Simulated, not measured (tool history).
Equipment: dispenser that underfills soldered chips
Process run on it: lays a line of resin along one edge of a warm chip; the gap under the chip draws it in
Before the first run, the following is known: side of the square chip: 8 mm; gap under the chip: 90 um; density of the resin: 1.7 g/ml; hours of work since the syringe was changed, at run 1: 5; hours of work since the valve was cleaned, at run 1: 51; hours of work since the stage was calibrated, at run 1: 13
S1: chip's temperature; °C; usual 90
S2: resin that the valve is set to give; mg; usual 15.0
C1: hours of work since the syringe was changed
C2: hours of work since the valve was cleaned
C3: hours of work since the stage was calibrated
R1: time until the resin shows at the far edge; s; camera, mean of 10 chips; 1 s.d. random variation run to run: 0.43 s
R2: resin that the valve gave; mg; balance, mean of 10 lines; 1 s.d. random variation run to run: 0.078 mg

Run 1, day 0.000: usual settings; C1 5; C2 51; C3 13. Result: R1 39.5 s, R2 14.40 mg.
At day 0.154: new syringe of resin.
Run 2, day 0.354: usual settings but S1 92 °C; C1 4; C2 57; C3 19. Result: R1 34.6 s, R2 14.24 mg.
At day 0.600: new syringe of resin.
At day 1.046: new syringe of resin.
Run 3, day 1.046: usual settings but S1 77 °C; C1 0; C2 69; C3 31. Result: R1 49.6 s, R2 14.06 mg.
At day 1.475: new syringe of resin.
Run 4, day 1.617: usual settings but S1 77 °C; C1 3; C2 79; C3 41. Result: R1 54.1 s, R2 13.76 mg.
At day 1.704: dispensing valve cleaned and set on the balance.
At day 1.962: new syringe of resin.
Run 5, day 1.962: usual settings but S1 77 °C; C1 0; C2 4; C3 46. Result: R1 48.4 s, R2 15.00 mg.
Run 6, day 2.292: usual settings but S1 87 °C; C1 6; C2 10; C3 52. Result: R1 45.7 s, R2 14.86 mg.
At day 2.383: new syringe of resin.
Run 7, day 2.688: usual settings but S1 84 °C, S2 13.4 mg; C1 5; C2 17; C3 59. Result: R1 50.0 s, R2 13.19 mg.
At day 2.808: new syringe of resin.
At day 3.229: new syringe of resin.
Run 8, day 3.404: usual settings but S1 81 °C, S2 12.9 mg; C1 3; C2 30; C3 71. Result: R1 50.2 s, R2 12.57 mg.
At day 3.658: new syringe of resin.
Run 9, day 3.867: usual settings but S1 95 °C, S2 16.8 mg; C1 4; C2 37; C3 79. Result: R1 30.5 s, R2 16.01 mg.
At day 4.104: new syringe of resin.
Run 10, day 4.279: usual settings but S1 85 °C, S2 18.2 mg; C1 3; C2 45; C3 86. Result: R1 40.6 s, R2 17.41 mg.
At day 4.546: new syringe of resin.
Run 11, day 4.808: usual settings but S1 77 °C; C1 5; C2 54; C3 96. Result: R1 60.1 s, R2 14.22 mg.

Here are 4 independent what-if runs from the current tool condition. What would each one return?
At day 4.992: new syringe of resin.
At day 5.446: new syringe of resin.
Run A, day 5.512: usual settings but S1 84 °C; C1 1; C2 66; C3 108. Result: R1 ?, R2 ?.
At day 4.992: new syringe of resin.
At day 5.446: new syringe of resin.
Run B, day 5.512: usual settings but S1 86 °C, S2 14.4 mg; C1 1; C2 66; C3 108. Result: R1 ?, R2 ?.
At day 4.992: new syringe of resin.
At day 5.446: new syringe of resin.
Run C, day 5.512: usual settings but S1 103 °C, S2 15.8 mg; C1 1; C2 66; C3 108. Result: R1 ?, R2 ?.
At day 4.992: new syringe of resin.
At day 5.446: new syringe of resin.
Run D, day 5.512: usual settings but S1 77 °C, S2 14.9 mg; C1 1; C2 66; C3 108. Result: R1 ?, R2 ?.

run    R1     R2
  A  39.3  14.10
  B  38.1  13.52
  C  20.2  14.73
  D  52.2  13.80
What these runs would have given with no unlogged condition in the tool:
run    R1     R2
  A  37.2  15.08
  B  35.9  14.46
  C  19.1  15.76
  D  49.4  14.76

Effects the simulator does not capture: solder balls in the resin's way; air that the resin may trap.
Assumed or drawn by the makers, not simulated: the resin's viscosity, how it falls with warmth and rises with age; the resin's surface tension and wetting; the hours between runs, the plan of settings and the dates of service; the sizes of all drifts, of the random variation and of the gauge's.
